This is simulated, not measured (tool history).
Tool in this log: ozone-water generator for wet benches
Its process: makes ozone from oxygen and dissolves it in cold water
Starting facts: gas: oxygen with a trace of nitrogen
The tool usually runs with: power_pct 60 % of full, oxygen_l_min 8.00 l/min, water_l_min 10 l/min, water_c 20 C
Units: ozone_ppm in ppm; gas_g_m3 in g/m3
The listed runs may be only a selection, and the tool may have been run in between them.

run 1 day=0.000 | power_pct=60 oxygen_l_min=8.00 water_l_min=10 water_c=20 | ozone_ppm=39.9 gas_g_m3=234.7
run 2 day=2.400 | power_pct=60 oxygen_l_min=8.00 water_l_min=10 water_c=20 | ozone_ppm=40.2 gas_g_m3=231.8
run 3 day=4.700 | power_pct=60 oxygen_l_min=8.00 water_l_min=10 water_c=20 | ozone_ppm=40.1 gas_g_m3=232.0
run 4 day=9.088 | power_pct=60 oxygen_l_min=8.00 water_l_min=10 water_c=20 | ozone_ppm=39.8 gas_g_m3=231.2
run 5 day=11.367 | power_pct=60 oxygen_l_min=8.00 water_l_min=10 water_c=20 | ozone_ppm=40.3 gas_g_m3=232.8
run 6 day=15.312 | power_pct=60 oxygen_l_min=8.00 water_l_min=10 water_c=20 | ozone_ppm=39.2 gas_g_m3=230.1
run 7 day=19.033 | power_pct=60 oxygen_l_min=8.00 water_l_min=10 water_c=16 | ozone_ppm=43.6 gas_g_m3=232.2
run 8 day=23.433 | power_pct=60 oxygen_l_min=8.00 water_l_min=10 water_c=16 | ozone_ppm=43.0 gas_g_m3=231.2
run 9 day=25.708 | power_pct=60 oxygen_l_min=6.66 water_l_min=10 water_c=20 | ozone_ppm=41.5 gas_g_m3=260.4
run 10 day=27.767 | power_pct=55 oxygen_l_min=6.66 water_l_min=10 water_c=20 | ozone_ppm=38.7 gas_g_m3=241.9
run 11 day=32.438 | power_pct=87 oxygen_l_min=8.00 water_l_min=10 water_c=20 | ozone_ppm=53.4 gas_g_m3=314.7
-- day=36.800 water thermometer calibrated
run 12 day=37.196 | power_pct=84 oxygen_l_min=8.00 water_l_min=10 water_c=20 | ozone_ppm=52.8 gas_g_m3=305.6
run 13 day=40.954 | power_pct=84 oxygen_l_min=8.00 water_l_min=10 water_c=20 | ozone_ppm=51.8 gas_g_m3=307.5
run 14 day=45.242 | power_pct=60 oxygen_l_min=8.00 water_l_min=10 water_c=20 | ozone_ppm=38.9 gas_g_m3=230.9
run 15 day=47.862 | power_pct=60 oxygen_l_min=8.00 water_l_min=10 water_c=20 | ozone_ppm=39.6 gas_g_m3=231.8
run 16 day=50.362 | power_pct=60 oxygen_l_min=8.00 water_l_min=10 water_c=20 | ozone_ppm=39.0 gas_g_m3=229.8
run 17 day=52.379 | power_pct=60 oxygen_l_min=8.00 water_l_min=10 water_c=20 | ozone_ppm=39.0 gas_g_m3=227.5
run 18 day=56.592 | power_pct=80 oxygen_l_min=8.00 water_l_min=9 water_c=20 | ozone_ppm=52.3 gas_g_m3=292.7
run 19 day=60.338 | power_pct=80 oxygen_l_min=8.00 water_l_min=7 water_c=14 | ozone_ppm=67.6 gas_g_m3=292.4
run 20 day=62.812 | power_pct=80 oxygen_l_min=8.00 water_l_min=7 water_c=14 | ozone_ppm=67.2 gas_g_m3=289.4
run 21 day=65.546 | power_pct=76 oxygen_l_min=12.66 water_l_min=10 water_c=28 | ozone_ppm=32.4 gas_g_m3=212.2
run 22 day=67.625 | power_pct=60 oxygen_l_min=8.00 water_l_min=11 water_c=18 | ozone_ppm=38.5 gas_g_m3=227.9

Run 23 is up next; what results do you expect?
run 23 day=70.375 | power_pct=60 oxygen_l_min=8.00 water_l_min=11 water_c=18 | ozone_ppm=? gas_g_m3=?

{"run 23": {"ozone_ppm": 38.4, "gas_g_m3": 229.2}}
Without the tool's hidden state the same run would have given ozone_ppm 43.8 ppm, gas_g_m3 242.4 g/m3.

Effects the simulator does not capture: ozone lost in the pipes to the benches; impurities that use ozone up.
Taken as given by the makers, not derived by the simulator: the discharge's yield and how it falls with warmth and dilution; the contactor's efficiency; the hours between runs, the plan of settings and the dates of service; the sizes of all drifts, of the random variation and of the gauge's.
